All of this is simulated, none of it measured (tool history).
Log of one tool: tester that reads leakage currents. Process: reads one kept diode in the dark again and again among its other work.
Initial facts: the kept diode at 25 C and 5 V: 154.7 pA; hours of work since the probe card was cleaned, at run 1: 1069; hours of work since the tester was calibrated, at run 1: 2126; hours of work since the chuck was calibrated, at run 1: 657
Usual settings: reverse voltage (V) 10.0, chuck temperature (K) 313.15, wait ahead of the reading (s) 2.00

run	hour	reverse voltage (V)	chuck temperature (K)	wait ahead of the reading (s)	hours of work since the probe card was cleaned	hours of work since the tester was calibrated	hours of work since the chuck was calibrated	current that the tester gives (pA)
1	0.0	10.0	313.15	2.00	1069	2126	657	806.68
2	47.3	10.0	313.15	2.00	1106	2162	694	805.78
3	94.1	10.0	313.15	9.00	1142	2199	730	802.32
4	117.6	10.0	313.15	9.00	1160	2217	748	805.82
5	160.0	10.0	313.15	9.00	1193	2250	781	798.09
6	200.3	12.6	313.15	9.00	1224	2281	812	879.74
# hour 220.2: chuck's temperature calibrated
7	226.9	12.6	313.15	9.00	1243	2300	5	881.53
8	265.9	7.5	313.15	0.70	1274	2330	35	718.20
9	287.2	9.9	297.15	0.72	1290	2347	52	188.12
10	311.5	11.4	294.15	1.79	1309	2366	71	146.74
11	347.8	11.6	300.15	2.21	1337	2394	99	262.68
12	381.1	3.9	309.15	1.93	1363	2419	125	389.74
13	422.8	16.0	299.15	2.00	1395	2452	157	273.65
14	446.2	16.0	299.15	2.00	1413	2470	175	272.87

Alternative continuations, all from the tool just after run 14; predict every row:
A	485.9	4.7	308.15	1.78	1444	2501	206	?
B	485.9	16.0	318.15	3.16	1444	2501	206	?
C	485.9	5.3	307.15	0.55	1444	2501	206	?

run	current that the tester gives (pA)
A	383.38
B	1486.60
C	367.46
Take away the tool's hidden state, keep each run's random variation, and the runs would have read:
run	current that the tester gives (pA)
A	383.60
B	1487.44
C	367.66
